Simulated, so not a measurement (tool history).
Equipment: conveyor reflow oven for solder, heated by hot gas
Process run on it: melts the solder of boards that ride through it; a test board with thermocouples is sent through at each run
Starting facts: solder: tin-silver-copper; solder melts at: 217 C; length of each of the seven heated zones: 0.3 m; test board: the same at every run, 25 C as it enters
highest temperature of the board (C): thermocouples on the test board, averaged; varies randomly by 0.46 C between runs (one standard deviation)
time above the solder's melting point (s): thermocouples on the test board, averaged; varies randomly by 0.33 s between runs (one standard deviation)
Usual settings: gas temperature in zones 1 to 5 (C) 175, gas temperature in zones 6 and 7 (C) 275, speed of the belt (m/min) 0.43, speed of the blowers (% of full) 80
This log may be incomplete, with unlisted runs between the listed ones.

| run | day | gas temperature in zones 1 to 5 (C) | gas temperature in zones 6 and 7 (C) | speed of the belt (m/min) | speed of the blowers (% of full) | highest temperature of the board (C) | time above the solder's melting point (s) |
|---|---|---|---|---|---|---|---|
| 1 | 0 | 175 | 275 | 0.43 | 80 | 261.2 | 69.3 |
| 2 | 2.475 | 175 | 275 | 0.43 | 80 | 260.8 | 69.7 |
| 3 | 4.842 | 175 | 275 | 0.43 | 80 | 259.6 | 69.2 |
| 4 | 6.833 | 175 | 264 | 0.43 | 80 | 249.6 | 62.4 |
| 5 | 8.054 | 175 | 264 | 0.43 | 80 | 249.5 | 62.2 |
| 6 | 10.567 | 175 | 264 | 0.43 | 80 | 248.7 | 61.3 |
| 7 | 11.946 | 175 | 275 | 0.43 | 80 | 258.6 | 68.6 |
| 8 | 14.146 | 175 | 275 | 0.43 | 80 | 258.5 | 68.7 |
|  | 14.988 | flux residue cleaned out of gas plates and filters |
| 9 | 16.808 | 175 | 275 | 0.398 | 80 | 264.1 | 79.5 |
| 10 | 19.429 | 175 | 275 | 0.478 | 80 | 259.2 | 62 |
| 11 | 20.875 | 175 | 284 | 0.478 | 69 | 262.5 | 63.8 |
| 12 | 22.958 | 175 | 268 | 0.478 | 69 | 248.7 | 55 |
| 13 | 24.604 | 167 | 269 | 0.478 | 69 | 248.7 | 50.6 |
| 14 | 27.05 | 172 | 277 | 0.478 | 87 | 261.4 | 62.5 |
| 15 | 29.283 | 172 | 277 | 0.478 | 87 | 259.9 | 61.5 |
| 16 | 31.571 | 172 | 290 | 0.478 | 87 | 271.5 | 67.4 |
|  | 32.967 | belt drive overhauled, speed set with a stopwatch |
| 17 | 33.142 | 163 | 268 | 0.478 | 87 | 249 | 50.3 |
| 18 | 34.846 | 168 | 290 | 0.379 | 51 | 266.4 | 80.1 |
| 19 | 36.096 | 168 | 273 | 0.467 | 79 | 253.2 | 56 |

Selected run-to-run steps in highest temperature of the board (C), each split into two signed amounts: the part the tool would show with no hidden state at all (from settings, incoming material and random variation), and the remainder, which goes to the hidden state together with any gauge scatter not common to the measured and the hidden-state-free results:
The hidden state here: heat that the gas passes to the board, % of a clean oven's; belt's true speed, % of the reading; true gas temperature in zones 6 and 7 over the reading, C; drift of the gauge itself on peak_c, C; drift of the gauge itself on liquid_s, %.
Run 8 -> 9: speed of the belt (m/min) 0.43 -> 0.398, flux residue cleaned out of gas plates and filters. highest temperature of the board (C) +5.6: hidden state +3.8, all else +1.8.
Run 16 -> 17: gas temperature in zones 1 to 5 (C) 172 -> 163, gas temperature in zones 6 and 7 (C) 290 -> 268, belt drive overhauled, speed set with a stopwatch. highest temperature of the board (C) -22.5: hidden state -0.8, all else -21.7.
